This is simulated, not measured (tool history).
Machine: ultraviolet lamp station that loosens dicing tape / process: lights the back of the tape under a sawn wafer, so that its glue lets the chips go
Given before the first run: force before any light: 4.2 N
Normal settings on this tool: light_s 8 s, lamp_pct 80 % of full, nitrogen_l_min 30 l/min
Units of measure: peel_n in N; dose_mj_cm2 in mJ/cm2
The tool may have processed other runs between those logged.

run	hour	light_s	lamp_pct	nitrogen_l_min	peel_n	dose_mj_cm2
1	0.0	8	80	30	0.489	249
2	5.3	8	80	30	0.485	243
3	12.5	8	90	30	0.378	277
4	19.8	8	90	30	0.393	275
5	28.3	8	90	30	0.406	274
6	39.2	13	80	30	0.233	396
7	47.1	13	80	30	0.225	398
8	58.8	4	80	30	1.334	122
9	68.0	4	80	30	1.408	122
10	76.8	9	76	28	0.491	251
11	82.7	11	76	18	0.487	309
12	87.5	6	80	30	0.833	177
# hour 89.1: window cleaned of glue's vapour
13	98.4	6	80	30	0.876	170
14	105.9	6	80	30	0.897	172
15	115.2	6	82	45	0.673	172
16	121.2	6	95	45	0.518	195

Below, some changes in peel_n between adjacent runs. For each, the amount present without the hidden state too (settings, incoming material, random variation) and the amount remaining for the hidden state with gauge scatter not shared by both compared results:
Hidden state at play: lamp's light, % of a new lamp's; light that the window lets through, % of a clean one's; drift of the gauge itself on peel_n, %; drift of the gauge itself on dose_mj_cm2, %.
Run 7 -> 8: light_s 13 -> 4. peel_n +1.109 N: hidden state +0.191, all else +0.918.
